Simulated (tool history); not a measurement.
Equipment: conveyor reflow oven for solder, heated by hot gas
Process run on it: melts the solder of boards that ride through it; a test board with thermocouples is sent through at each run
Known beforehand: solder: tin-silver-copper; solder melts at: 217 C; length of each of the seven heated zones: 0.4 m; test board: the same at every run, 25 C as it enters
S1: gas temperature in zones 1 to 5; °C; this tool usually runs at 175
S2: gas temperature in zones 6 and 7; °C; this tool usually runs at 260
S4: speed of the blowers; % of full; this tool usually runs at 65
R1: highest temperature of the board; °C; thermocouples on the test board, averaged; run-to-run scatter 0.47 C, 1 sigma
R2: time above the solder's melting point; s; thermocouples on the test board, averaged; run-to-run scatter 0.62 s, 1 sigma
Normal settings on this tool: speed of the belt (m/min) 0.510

run 1 hour=0.0 | S1=175 S2=260 speed_of_the_belt_(m/min)=0.510 S4=65 | R1=244.5 R2=63.3
run 2 hour=15.7 | S1=175 S2=260 speed_of_the_belt_(m/min)=0.510 S4=65 | R1=244.8 R2=64.0
run 3 hour=40.0 | S1=175 S2=260 speed_of_the_belt_(m/min)=0.510 S4=65 | R1=244.9 R2=63.8
run 4 hour=67.5 | S1=175 S2=260 speed_of_the_belt_(m/min)=0.510 S4=65 | R1=245.3 R2=63.5
run 5 hour=81.9 | S1=175 S2=260 speed_of_the_belt_(m/min)=0.510 S4=65 | R1=244.1 R2=63.5
run 6 hour=100.5 | S1=175 S2=262 speed_of_the_belt_(m/min)=0.510 S4=65 | R1=246.4 R2=66.1
run 7 hour=123.3 | S1=164 S2=260 speed_of_the_belt_(m/min)=0.510 S4=65 | R1=242.3 R2=56.9
run 8 hour=145.2 | S1=175 S2=260 speed_of_the_belt_(m/min)=0.510 S4=65 | R1=244.1 R2=63.9
run 9 hour=172.7 | S1=175 S2=260 speed_of_the_belt_(m/min)=0.510 S4=65 | R1=243.6 R2=63.9
-- hour=192.0 flux residue cleaned out of gas plates and filters
run 10 hour=197.0 | S1=175 S2=260 speed_of_the_belt_(m/min)=0.510 S4=65 | R1=245.8 R2=64.0
-- hour=202.9 belt drive overhauled, speed set with a stopwatch
run 11 hour=218.9 | S1=175 S2=260 speed_of_the_belt_(m/min)=0.510 S4=65 | R1=244.6 R2=65.1
run 12 hour=250.7 | S1=175 S2=260 speed_of_the_belt_(m/min)=0.510 S4=65 | R1=244.7 R2=65.5
run 13 hour=278.7 | S1=175 S2=260 speed_of_the_belt_(m/min)=0.510 S4=65 | R1=245.2 R2=66.2
run 14 hour=302.6 | S1=175 S2=260 speed_of_the_belt_(m/min)=0.510 S4=65 | R1=244.8 R2=64.3
run 15 hour=332.4 | S1=175 S2=260 speed_of_the_belt_(m/min)=0.510 S4=65 | R1=244.4 R2=65.3
run 16 hour=353.5 | S1=175 S2=260 speed_of_the_belt_(m/min)=0.510 S4=65 | R1=244.3 R2=64.4
run 17 hour=367.4 | S1=175 S2=261 speed_of_the_belt_(m/min)=0.453 S4=65 | R1=248.3 R2=79.4
run 18 hour=385.9 | S1=175 S2=249 speed_of_the_belt_(m/min)=0.453 S4=60 | R1=237.4 R2=62.7
-- hour=396.3 belt drive overhauled, speed set with a stopwatch, once more
run 19 hour=415.1 | S1=175 S2=249 speed_of_the_belt_(m/min)=0.453 S4=60 | R1=236.3 R2=61.2
run 20 hour=443.4 | S1=162 S2=260 speed_of_the_belt_(m/min)=0.591 S4=54 | R1=231.8 R2=30.5
run 21 hour=473.3 | S1=178 S2=264 speed_of_the_belt_(m/min)=0.563 S4=54 | R1=241.0 R2=50.7
run 22 hour=500.4 | S1=175 S2=257 speed_of_the_belt_(m/min)=0.510 S4=65 | R1=241.4 R2=59.9
run 23 hour=522.2 | S1=167 S2=260 speed_of_the_belt_(m/min)=0.510 S4=77 | R1=244.8 R2=62.1
run 24 hour=542.6 | S1=170 S2=251 speed_of_the_belt_(m/min)=0.583 S4=52 | R1=226.0 R2=23.9
run 25 hour=566.1 | S1=173 S2=252 speed_of_the_belt_(m/min)=0.583 S4=57 | R1=230.0 R2=32.4

Run 26, settings as shown, results not yet in. Your forecast:
run 26 hour=589.7 | S1=175 S2=260 speed_of_the_belt_(m/min)=0.525 S4=65 | R1=? R2=?

R1: 243.2 °C
R2: 59.8 s
Without the tool's hidden state the same run would have given R1 245.1 °C, R2 62.2 s.
